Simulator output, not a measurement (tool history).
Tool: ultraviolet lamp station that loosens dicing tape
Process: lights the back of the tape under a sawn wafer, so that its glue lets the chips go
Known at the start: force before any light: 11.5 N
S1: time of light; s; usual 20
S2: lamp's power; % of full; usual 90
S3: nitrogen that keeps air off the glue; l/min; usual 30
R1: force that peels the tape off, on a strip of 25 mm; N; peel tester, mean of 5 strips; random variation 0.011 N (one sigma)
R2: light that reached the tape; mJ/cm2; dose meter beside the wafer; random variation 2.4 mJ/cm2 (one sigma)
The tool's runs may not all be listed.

run 1 day=0.000 | S1=20 S2=90 S3=30 | R1=0.580 R2=253
run 2 day=1.879 | S1=20 S2=90 S3=30 | R1=0.576 R2=241
run 3 day=3.708 | S1=20 S2=90 S3=30 | R1=0.601 R2=242
-- day=3.904 window cleaned of glue's vapour
run 4 day=4.875 | S1=20 S2=64 S3=30 | R1=1.493 R2=166
run 5 day=6.304 | S1=20 S2=90 S3=30 | R1=0.700 R2=225
run 6 day=7.475 | S1=20 S2=90 S3=11 | R1=1.418 R2=227
run 7 day=9.158 | S1=20 S2=90 S3=30 | R1=0.757 R2=223
run 8 day=10.033 | S1=20 S2=90 S3=30 | R1=0.753 R2=223
run 9 day=11.912 | S1=20 S2=90 S3=30 | R1=0.802 R2=221
-- day=13.717 window cleaned of glue's vapour, once more
run 10 day=13.762 | S1=20 S2=90 S3=30 | R1=0.612 R2=240

The next listed run, before its measurement:
run 11 day=14.558 | S1=35 S2=90 S3=22 | R1=? R2=?

R1: 0.216 N
R2: 422 mJ/cm2
Without the tool's hidden state the same run would have given R1 0.189 N, R2 464 mJ/cm2.

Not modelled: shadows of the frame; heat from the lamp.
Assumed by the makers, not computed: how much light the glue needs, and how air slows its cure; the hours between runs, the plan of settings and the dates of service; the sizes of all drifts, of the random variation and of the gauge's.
